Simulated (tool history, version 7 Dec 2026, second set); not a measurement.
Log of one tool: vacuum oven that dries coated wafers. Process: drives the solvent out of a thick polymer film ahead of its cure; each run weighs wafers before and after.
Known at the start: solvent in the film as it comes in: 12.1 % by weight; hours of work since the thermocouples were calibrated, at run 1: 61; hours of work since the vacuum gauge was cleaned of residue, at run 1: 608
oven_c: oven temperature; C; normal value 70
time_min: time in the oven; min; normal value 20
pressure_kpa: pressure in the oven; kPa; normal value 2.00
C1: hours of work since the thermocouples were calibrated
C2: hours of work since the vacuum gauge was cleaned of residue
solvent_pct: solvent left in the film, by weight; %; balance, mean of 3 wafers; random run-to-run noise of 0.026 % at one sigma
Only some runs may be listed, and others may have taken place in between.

run 1 hour=0.0 | oven_c=70 time_min=20 pressure_kpa=2.00 | C1=61 C2=608 | solvent_pct=1.90
run 2 hour=37.1 | oven_c=70 time_min=20 pressure_kpa=2.00 | C1=80 C2=627 | solvent_pct=1.94
run 3 hour=71.6 | oven_c=70 time_min=20 pressure_kpa=2.00 | C1=98 C2=644 | solvent_pct=1.96
run 4 hour=110.9 | oven_c=70 time_min=20 pressure_kpa=2.00 | C1=118 C2=664 | solvent_pct=1.95
run 5 hour=148.4 | oven_c=70 time_min=20 pressure_kpa=2.00 | C1=137 C2=683 | solvent_pct=1.93
run 6 hour=177.7 | oven_c=70 time_min=34 pressure_kpa=2.00 | C1=151 C2=698 | solvent_pct=1.34
run 7 hour=221.7 | oven_c=70 time_min=34 pressure_kpa=2.00 | C1=174 C2=720 | solvent_pct=1.30
run 8 hour=268.2 | oven_c=70 time_min=34 pressure_kpa=2.00 | C1=197 C2=744 | solvent_pct=1.36
run 9 hour=311.3 | oven_c=78 time_min=34 pressure_kpa=2.00 | C1=219 C2=765 | solvent_pct=0.85
run 10 hour=352.0 | oven_c=78 time_min=34 pressure_kpa=2.00 | C1=240 C2=786 | solvent_pct=0.83
run 11 hour=391.3 | oven_c=78 time_min=34 pressure_kpa=2.00 | C1=260 C2=806 | solvent_pct=0.88
run 12 hour=439.0 | oven_c=78 time_min=34 pressure_kpa=2.00 | C1=284 C2=830 | solvent_pct=0.83
run 13 hour=461.1 | oven_c=78 time_min=34 pressure_kpa=2.00 | C1=295 C2=841 | solvent_pct=0.87
run 14 hour=505.3 | oven_c=78 time_min=34 pressure_kpa=2.00 | C1=317 C2=864 | solvent_pct=0.86
run 15 hour=546.3 | oven_c=78 time_min=34 pressure_kpa=2.00 | C1=338 C2=885 | solvent_pct=0.91
run 16 hour=581.5 | oven_c=70 time_min=27 pressure_kpa=2.00 | C1=356 C2=902 | solvent_pct=1.55
run 17 hour=619.3 | oven_c=70 time_min=27 pressure_kpa=2.00 | C1=375 C2=922 | solvent_pct=1.63
run 18 hour=669.0 | oven_c=70 time_min=27 pressure_kpa=2.00 | C1=400 C2=947 | solvent_pct=1.57
run 19 hour=699.1 | oven_c=70 time_min=27 pressure_kpa=2.00 | C1=416 C2=962 | solvent_pct=1.59
run 20 hour=720.8 | oven_c=70 time_min=27 pressure_kpa=2.00 | C1=427 C2=973 | solvent_pct=1.60
run 21 hour=748.7 | oven_c=70 time_min=25 pressure_kpa=2.00 | C1=441 C2=987 | solvent_pct=1.70
run 22 hour=780.6 | oven_c=70 time_min=20 pressure_kpa=1.89 | C1=457 C2=1003 | solvent_pct=2.00
run 23 hour=816.2 | oven_c=70 time_min=20 pressure_kpa=1.89 | C1=475 C2=1021 | solvent_pct=2.02
run 24 hour=841.7 | oven_c=70 time_min=20 pressure_kpa=1.89 | C1=488 C2=1034 | solvent_pct=1.98
run 25 hour=873.3 | oven_c=70 time_min=17 pressure_kpa=1.33 | C1=504 C2=1050 | solvent_pct=2.11
run 26 hour=910.6 | oven_c=70 time_min=17 pressure_kpa=1.33 | C1=523 C2=1069 | solvent_pct=2.12
run 27 hour=935.6 | oven_c=77 time_min=16 pressure_kpa=4.87 | C1=535 C2=1082 | solvent_pct=2.45
run 28 hour=985.8 | oven_c=77 time_min=16 pressure_kpa=4.87 | C1=561 C2=1107 | solvent_pct=2.47
run 29 hour=1013.2 | oven_c=77 time_min=16 pressure_kpa=4.87 | C1=575 C2=1121 | solvent_pct=2.45
run 30 hour=1062.0 | oven_c=77 time_min=16 pressure_kpa=4.87 | C1=599 C2=1146 | solvent_pct=2.42
run 31 hour=1102.0 | oven_c=66 time_min=25 pressure_kpa=1.31 | C1=620 C2=1166 | solvent_pct=2.04
run 32 hour=1146.2 | oven_c=66 time_min=10 pressure_kpa=2.00 | C1=642 C2=1188 | solvent_pct=5.05
-- hour=1164.7 oven's thermocouples calibrated
run 33 hour=1178.5 | oven_c=71 time_min=16 pressure_kpa=1.81 | C1=7 C2=1204 | solvent_pct=2.36
run 34 hour=1214.7 | oven_c=71 time_min=16 pressure_kpa=1.81 | C1=25 C2=1222 | solvent_pct=2.40
run 35 hour=1262.9 | oven_c=71 time_min=16 pressure_kpa=1.81 | C1=50 C2=1247 | solvent_pct=2.36
run 36 hour=1292.6 | oven_c=84 time_min=20 pressure_kpa=2.00 | C1=65 C2=1262 | solvent_pct=0.73
run 37 hour=1337.1 | oven_c=84 time_min=20 pressure_kpa=2.00 | C1=87 C2=1284 | solvent_pct=0.75
run 38 hour=1379.1 | oven_c=70 time_min=10 pressure_kpa=6.56 | C1=109 C2=1305 | solvent_pct=5.94
run 39 hour=1412.5 | oven_c=74 time_min=15 pressure_kpa=4.36 | C1=126 C2=1322 | solvent_pct=3.05
run 40 hour=1440.8 | oven_c=74 time_min=12 pressure_kpa=1.26 | C1=140 C2=1337 | solvent_pct=2.28
run 41 hour=1464.4 | oven_c=58 time_min=12 pressure_kpa=2.48 | C1=152 C2=1349 | solvent_pct=6.98
run 42 hour=1493.2 | oven_c=68 time_min=15 pressure_kpa=3.02 | C1=166 C2=1363 | solvent_pct=3.91
run 43 hour=1528.5 | oven_c=83 time_min=14 pressure_kpa=2.00 | C1=184 C2=1381 | solvent_pct=0.97
run 44 hour=1552.0 | oven_c=70 time_min=20 pressure_kpa=1.29 | C1=196 C2=1393 | solvent_pct=1.89
run 45 hour=1586.3 | oven_c=70 time_min=11 pressure_kpa=3.97 | C1=214 C2=1410 | solvent_pct=4.65
run 46 hour=1613.4 | oven_c=62 time_min=20 pressure_kpa=2.33 | C1=227 C2=1424 | solvent_pct=4.43

Branching from run 46: 4 alternative next runs. What would each branch give?
run A hour=1648.1 | oven_c=83 time_min=20 pressure_kpa=1.51 | C1=245 C2=1442 | solvent_pct=?
run B hour=1648.1 | oven_c=69 time_min=12 pressure_kpa=2.81 | C1=245 C2=1442 | solvent_pct=?
run C hour=1648.1 | oven_c=83 time_min=20 pressure_kpa=2.48 | C1=245 C2=1442 | solvent_pct=?
run D hour=1648.1 | oven_c=57 time_min=32 pressure_kpa=4.51 | C1=245 C2=1442 | solvent_pct=?

run=A solvent_pct=0.63
run=B solvent_pct=4.21
run=C solvent_pct=0.99
run=D solvent_pct=6.23
Had the tool no hidden state, the same runs would have come out as:
run=A solvent_pct=0.48
run=B solvent_pct=3.91
run=C solvent_pct=0.83
run=D solvent_pct=5.76

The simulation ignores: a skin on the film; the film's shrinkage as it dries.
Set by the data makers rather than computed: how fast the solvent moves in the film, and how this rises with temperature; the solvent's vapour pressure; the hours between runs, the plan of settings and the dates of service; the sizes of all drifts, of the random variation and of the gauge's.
